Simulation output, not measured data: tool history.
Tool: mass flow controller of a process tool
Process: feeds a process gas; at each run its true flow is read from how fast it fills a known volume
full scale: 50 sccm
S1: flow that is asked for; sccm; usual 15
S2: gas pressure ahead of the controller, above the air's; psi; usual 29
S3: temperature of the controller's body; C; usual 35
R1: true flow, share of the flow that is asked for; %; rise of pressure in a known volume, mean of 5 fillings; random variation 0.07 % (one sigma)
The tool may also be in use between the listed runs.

run 1 hour=0 | S1=15 S2=29 S3=35 | R1=98.24
run 2 hour=232.5 | S1=15 S2=29 S3=35 | R1=98.18
run 3 hour=552.5 | S1=15 S2=29 S3=35 | R1=98.09
run 4 hour=778.9 | S1=15 S2=29 S3=35 | R1=97.97
run 5 hour=1081.9 | S1=15 S2=29 S3=33 | R1=98.13
run 6 hour=1280.2 | S1=15 S2=24.2 S3=35 | R1=98.35
run 7 hour=1550.5 | S1=15 S2=24.2 S3=35 | R1=98.04
run 8 hour=1952.4 | S1=48 S2=29 S3=35 | R1=98.7
run 9 hour=2212.6 | S1=15 S2=29 S3=35 | R1=97.93
run 10 hour=2458.7 | S1=31 S2=29 S3=35 | R1=98.21
run 11 hour=2857.2 | S1=15 S2=29 S3=35 | R1=97.64
run 12 hour=3027.2 | S1=15 S2=29 S3=35 | R1=97.71
run 13 hour=3278.3 | S1=15 S2=29 S3=35 | R1=97.55
run 14 hour=3538.8 | S1=15 S2=29 S3=23 | R1=98.54
run 15 hour=3883.8 | S1=15 S2=29 S3=23 | R1=98.46
run 16 hour=4112.3 | S1=15 S2=21.8 S3=35 | R1=97.91
run 17 hour=4497.2 | S1=15 S2=21.8 S3=35 | R1=97.73
-- hour=4739.8 controller exchanged for a calibrated one
run 18 hour=4888.1 | S1=15 S2=21.8 S3=35 | R1=97.65
run 19 hour=5090.1 | S1=15 S2=29 S3=35 | R1=97.21
run 20 hour=5358 | S1=18 S2=29 S3=35 | R1=97.26
run 21 hour=5619.1 | S1=10 S2=22.2 S3=26 | R1=98.19
run 22 hour=5897.1 | S1=10 S2=22.2 S3=26 | R1=98.18
run 23 hour=6258.9 | S1=10 S2=22.2 S3=26 | R1=98.01
run 24 hour=6489.1 | S1=10 S2=22.2 S3=26 | R1=98.05
run 25 hour=6837.9 | S1=10 S2=22.2 S3=26 | R1=98
-- hour=6921.6 gauge calibrated
run 26 hour=7097.4 | S1=40 S2=29 S3=24 | R1=99.84
run 27 hour=7479.2 | S1=40 S2=29 S3=24 | R1=99.69
run 28 hour=7778.4 | S1=40 S2=29 S3=24 | R1=99.66
run 29 hour=8158 | S1=40 S2=29 S3=22 | R1=99.75
run 30 hour=8478.4 | S1=32 S2=35.2 S3=37 | R1=97.92
run 31 hour=8750.9 | S1=11 S2=26 S3=35 | R1=97.94
run 32 hour=9067.7 | S1=44 S2=29.7 S3=27 | R1=99.23
run 33 hour=9365.4 | S1=22 S2=32.3 S3=22 | R1=98.88
run 34 hour=9648.4 | S1=22 S2=32.3 S3=22 | R1=98.85
run 35 hour=9817.7 | S1=6 S2=21.5 S3=26 | R1=98.61
run 36 hour=10225.3 | S1=6 S2=21.5 S3=26 | R1=98.49
run 37 hour=10444.4 | S1=18 S2=32.9 S3=22 | R1=98.62
run 38 hour=10640.2 | S1=18 S2=32.9 S3=22 | R1=98.52

The same runs without the tool's hidden state, with the same run-to-run variation:
The hidden state here: flow at rest that the sensor doesn't see, % of full scale; true flow over the shown one, %; drift of the gauge itself on true_pct, %.
run=1 R1=98.23
run=2 R1=98.21
run=3 R1=98.19
run=4 R1=98.1
run=5 R1=98.32
run=6 R1=98.58
run=7 R1=98.32
run=8 R1=99.06
run=9 R1=98.33
run=10 R1=98.65
run=11 R1=98.16
run=12 R1=98.25
run=13 R1=98.14
run=14 R1=99.19
run=15 R1=99.16
run=16 R1=98.66
run=17 R1=98.55
run=18 R1=98.56
run=19 R1=98.15
run=20 R1=98.25
run=21 R1=99.23
run=22 R1=99.28
run=23 R1=99.18
run=24 R1=99.26
run=25 R1=99.27
run=26 R1=99.87
run=27 R1=99.79
run=28 R1=99.81
run=29 R1=99.98
run=30 R1=98.21
run=31 R1=98.27
run=32 R1=99.62
run=33 R1=99.33
run=34 R1=99.35
run=35 R1=99.14
run=36 R1=99.08
run=37 R1=99.27
run=38 R1=99.2
